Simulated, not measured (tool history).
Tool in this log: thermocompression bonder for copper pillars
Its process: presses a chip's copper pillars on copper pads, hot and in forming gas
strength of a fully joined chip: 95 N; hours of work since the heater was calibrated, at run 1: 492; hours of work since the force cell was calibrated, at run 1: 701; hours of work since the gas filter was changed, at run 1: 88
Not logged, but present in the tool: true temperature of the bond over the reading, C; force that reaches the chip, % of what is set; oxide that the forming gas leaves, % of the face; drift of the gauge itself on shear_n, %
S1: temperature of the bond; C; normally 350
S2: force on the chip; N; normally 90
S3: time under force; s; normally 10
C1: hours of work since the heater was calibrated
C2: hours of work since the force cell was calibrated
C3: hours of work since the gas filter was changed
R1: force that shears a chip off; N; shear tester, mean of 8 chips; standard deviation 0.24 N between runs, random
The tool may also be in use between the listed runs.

run,hour,S1,S2,S3,C1,C2,C3,R1
1,0,350,90,10,492,701,88,43.5
2,14.4,350,90,10,501,710,97,43.5
3,24.6,350,90,10,508,716,104,43
4,40.7,350,90,10,518,727,114,43
5,61.3,350,90,7,531,740,127,37.7
6,85.5,350,90,7,546,755,142,37.9
7,101.6,350,90,7,557,766,153,37.5
8,117.7,350,90,7,567,776,163,37.9
9,131.3,350,90,10,576,785,172,43.1
10,154.6,350,90,10,591,799,187,43.3
# hour 170.2: forming gas filter changed
11,173.4,350,90,10,602,811,2,43.5
12,189.4,350,90,10,613,821,12,43.7
13,210.7,350,90,10,626,835,26,43.9
14,230.7,350,90,21,639,848,39,57
15,246.8,350,90,21,649,858,49,56.1
16,270.9,350,90,21,665,874,64,56.4
17,287.8,350,90,21,676,884,75,56.6
18,308.4,350,90,21,689,898,88,56.3
19,324.8,343,90,10,699,908,99,41.1
20,341.1,350,90,14,710,918,109,49.5
21,351.3,366,90,14,716,925,116,55.9
22,374.6,366,90,14,731,940,131,56.4
23,396.5,366,90,14,745,954,145,56.8
24,415.3,366,66,14,757,966,157,47
25,434.1,354,66,8,769,978,169,34.2
26,447,379,110,28,777,986,177,79.5
27,468.1,347,102,16,791,1000,190,54.4
# hour 478.2: forming gas filter changed
# hour 480.1: gauge calibrated
28,482.8,347,102,16,800,1009,3,53.7
29,495.4,347,87,23,808,1017,11,54.6
# hour 507.7: force cell calibrated
30,508.6,350,93,26,815,1,18,60.4
31,531.9,350,93,26,830,15,33,60.7
32,543.9,348,93,26,838,23,41,59.3
33,554.6,328,90,17,845,30,48,42.1
34,565.4,376,60,12,852,37,55,44.1
35,584.9,376,60,12,864,49,67,44.1
36,599.7,376,60,12,874,59,77,44.4
37,621.2,377,62,29,887,73,90,60.8
38,642.6,338,90,10,901,86,104,38.4
39,662.5,350,99,10,914,99,117,46.3

Some steps in R1 between neighbouring runs. How much of each would the tool show without its hidden state too (settings, what came in, random variation), and how much is left for the hidden state, with any gauge scatter that isn't in both results?
Run 25 -> 26: S1 354 -> 379, S2 66 -> 110, S3 8 -> 28. R1 +45.3 N: hidden state +1.1, all else +44.2.
Run 26 -> 27: S1 379 -> 347, S2 110 -> 102, S3 28 -> 16. R1 -25.1 N: hidden state -0.5, all else -24.6.
Run 27 -> 28: forming gas filter changed, gauge calibrated. R1 -0.7 N: hidden state -1.3, all else +0.6.
Run 37 -> 38: S1 377 -> 338, S2 62 -> 90, S3 29 -> 10. R1 -22.4 N: hidden state -0.1, all else -22.3.
